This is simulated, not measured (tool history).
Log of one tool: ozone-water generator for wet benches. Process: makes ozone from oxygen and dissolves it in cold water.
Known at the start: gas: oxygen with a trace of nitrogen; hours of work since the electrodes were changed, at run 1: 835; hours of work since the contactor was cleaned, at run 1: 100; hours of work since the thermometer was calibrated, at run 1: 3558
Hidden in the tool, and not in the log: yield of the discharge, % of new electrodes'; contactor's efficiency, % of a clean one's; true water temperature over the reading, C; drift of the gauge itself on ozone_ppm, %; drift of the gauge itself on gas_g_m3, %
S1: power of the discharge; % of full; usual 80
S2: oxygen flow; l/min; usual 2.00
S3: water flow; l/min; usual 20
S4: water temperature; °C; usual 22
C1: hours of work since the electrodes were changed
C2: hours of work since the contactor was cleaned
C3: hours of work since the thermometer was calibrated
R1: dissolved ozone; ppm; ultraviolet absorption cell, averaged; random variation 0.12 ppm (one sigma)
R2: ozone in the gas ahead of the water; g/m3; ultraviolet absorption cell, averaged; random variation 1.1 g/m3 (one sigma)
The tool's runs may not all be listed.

run,day,S1,S2,S3,S4,C1,C2,C3,R1,R2
1,0.000,80,2.00,20,22,835,100,3558,10.0,186.6
2,1.621,80,1.69,20,22,866,131,3589,9.6,204.6
3,4.617,80,2.00,13,22,924,188,3646,14.9,188.2
4,7.758,89,2.00,13,22,984,249,3707,15.6,201.7
5,9.162,80,2.00,13,22,1011,275,3734,14.5,188.0
6,12.538,80,2.00,20,19,1075,340,3798,10.1,189.0
7,14.925,80,2.00,20,19,1121,386,3844,10.1,191.5
8,17.896,80,2.00,20,22,1178,443,3901,9.9,192.1
9,19.921,80,2.63,20,22,1217,482,3940,10.1,162.7
10,22.988,96,1.44,26,22,1276,540,3999,7.8,260.6
11,24.867,96,1.44,26,22,1312,576,4035,8.1,265.3
12,28.262,84,1.29,20,22,1377,642,4100,9.4,257.1
13,29.675,79,2.00,20,22,1404,669,4127,9.8,192.8
# day 32.562: gauge calibrated
14,32.604,96,1.18,15,18,1460,725,4183,13.8,290.0
15,34.492,96,1.54,15,14,1496,761,4219,15.0,248.6
16,37.483,96,1.54,15,14,1553,818,4276,14.9,248.1
17,39.012,86,1.54,31,15,1583,848,4306,6.5,232.1
18,42.217,80,2.12,20,17,1644,909,4367,10.2,183.7

Forecast each of these 3 alternatives for the next run:
A,45.150,80,2.00,13,22,1700,965,4423,?,?
B,45.150,64,1.32,29,22,1700,965,4423,?,?
C,45.150,80,1.36,13,26,1700,965,4423,?,?

run,R1,R2
A,14.4,189.9
B,5.4,209.1
C,13.5,236.9
Without the tool's hidden state the same runs would have given:
run,R1,R2
A,14.4,187.9
B,5.4,206.9
C,13.5,234.4

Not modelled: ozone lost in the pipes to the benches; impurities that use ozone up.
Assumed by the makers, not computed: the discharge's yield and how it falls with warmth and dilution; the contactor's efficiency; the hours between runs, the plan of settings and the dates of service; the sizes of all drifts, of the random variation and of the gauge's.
